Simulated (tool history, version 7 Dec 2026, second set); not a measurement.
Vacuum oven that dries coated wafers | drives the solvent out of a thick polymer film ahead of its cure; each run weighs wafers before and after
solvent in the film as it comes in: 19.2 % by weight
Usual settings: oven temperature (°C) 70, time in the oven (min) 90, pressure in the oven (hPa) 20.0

| run | hour | oven temperature (°C) | time in the oven (min) | pressure in the oven (hPa) | solvent left in the film (%) |
|---|---|---|---|---|---|
| 1 | 0.0 | 70 | 90 | 20.0 | 3.58 |
| 2 | 9.5 | 58 | 90 | 20.0 | 8.48 |
| 3 | 19.7 | 58 | 90 | 20.0 | 8.43 |
| 4 | 32.9 | 58 | 90 | 20.0 | 8.11 |
| 5 | 41.6 | 76 | 90 | 20.0 | 2.18 |
| 6 | 51.0 | 76 | 90 | 20.0 | 2.16 |
| 7 | 64.7 | 76 | 90 | 20.0 | 2.20 |
| 8 | 73.4 | 70 | 152 | 20.0 | 2.38 |
| 9 | 81.7 | 70 | 90 | 20.0 | 3.67 |
| 10 | 90.9 | 70 | 90 | 20.0 | 3.75 |
| 11 | 102.8 | 70 | 90 | 20.0 | 3.74 |
| 12 | 110.4 | 70 | 90 | 20.0 | 3.82 |
| 13 | 121.1 | 70 | 90 | 20.0 | 3.62 |
| 14 | 130.5 | 70 | 90 | 20.0 | 3.68 |
| 15 | 145.7 | 70 | 90 | 20.0 | 3.72 |
| 16 | 152.5 | 65 | 61 | 20.9 | 7.37 |
| 17 | 165.7 | 70 | 65 | 20.0 | 5.19 |
| 18 | 179.7 | 70 | 139 | 11.0 | 1.72 |
| 19 | 191.6 | 70 | 139 | 11.0 | 1.73 |
| 20 | 200.6 | 70 | 145 | 20.0 | 2.50 |
| 21 | 212.4 | 81 | 54 | 54.8 | 4.50 |
| 22 | 221.6 | 78 | 87 | 20.0 | 1.80 |
| 23 | 231.6 | 70 | 121 | 20.0 | 2.82 |
| 24 | 246.5 | 70 | 90 | 14.7 | 3.24 |
| 25 | 256.9 | 70 | 90 | 14.7 | 3.36 |
| 26 | 269.3 | 70 | 90 | 14.7 | 3.37 |
| 27 | 279.1 | 70 | 68 | 11.8 | 4.33 |
| 28 | 292.4 | 70 | 47 | 11.8 | 6.18 |
| 29 | 307.2 | 55 | 47 | 40.9 | 14.20 |
| 30 | 315.7 | 56 | 138 | 10.9 | 6.43 |

5 ways to go on from here, each from the tool as it stands after run 30. What would each give?
| A | 328.1 | 56 | 138 | 48.8 | ? |
| B | 328.1 | 81 | 138 | 55.6 | ? |
| C | 328.1 | 56 | 138 | 15.4 | ? |
| D | 328.1 | 80 | 49 | 10.9 | ? |
| E | 328.1 | 60 | 90 | 20.0 | ? |

| run | solvent left in the film (%) |
|---|---|
| A | 11.50 |
| B | 3.55 |
| C | 6.91 |
| D | 2.58 |
| E | 7.69 |
Without the tool's hidden state the same runs would have given:
| run | solvent left in the film (%) |
|---|---|
| A | 11.13 |
| B | 3.44 |
| C | 6.60 |
| D | 2.39 |
| E | 7.39 |

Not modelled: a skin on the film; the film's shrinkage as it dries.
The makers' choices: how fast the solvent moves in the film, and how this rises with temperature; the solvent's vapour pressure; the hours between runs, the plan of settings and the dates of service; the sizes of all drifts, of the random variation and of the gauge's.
